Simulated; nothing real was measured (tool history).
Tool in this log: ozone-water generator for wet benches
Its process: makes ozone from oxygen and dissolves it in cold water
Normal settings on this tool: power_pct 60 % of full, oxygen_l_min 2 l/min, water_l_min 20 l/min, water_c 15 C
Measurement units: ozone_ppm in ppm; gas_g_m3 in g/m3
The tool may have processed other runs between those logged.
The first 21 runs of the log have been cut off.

run	hour	power_pct	oxygen_l_min	water_l_min	water_c	hours of work since the electrodes were changed	hours of work since the contactor was cleaned	hours of work since the thermometer was calibrated	ozone_ppm	gas_g_m3
22	715.1	86	1.37	15	16	764	3546	1863	21.7	363.9
23	753.7	86	2.47	15	8	790	3572	1889	27.8	279.4
24	800.9	66	2.22	25	14	820	3603	1920	13.5	255.7
25	840.4	60	2.76	13	15	846	3628	1945	25	221.5
26	881	78	1.92	29	8	873	3655	1972	12.5	295.5
27	909.3	60	1.93	16	10	891	3673	1990	19.7	262.3
28	938.5	54	2	20	10	910	3693	2010	15.4	242.6
29	968.6	54	2	20	10	930	3712	2029	15.1	247.5
30	999.3	47	2	20	8	950	3732	2049	14.6	228.1
31	1023.2	57	2	18	10	966	3748	2065	17.4	250.6
32	1070.3	57	2	18	10	997	3779	2096	17.6	251.8
33	1096.2	61	2	29	20	1014	3796	2113	10.6	261.4
34	1141.6	48	2	29	9	1043	3825	2142	9.8	231.8

Predict each of these 3 candidate next runs independently; none follows another, all start after run 34:
A	1193.8	60	2.13	20	15	1077	3860	2177	?	?
B	1193.8	48	3.24	29	9	1077	3860	2177	?	?
C	1193.8	48	1.08	12	8	1077	3860	2177	?	?

run	ozone_ppm	gas_g_m3
A	15.8	252.1
B	11.8	187.9
C	19.3	306.4
What these runs would have given with no unlogged condition in the tool:
run	ozone_ppm	gas_g_m3
A	15.8	242.4
B	11.8	180.5
C	19.3	294.5
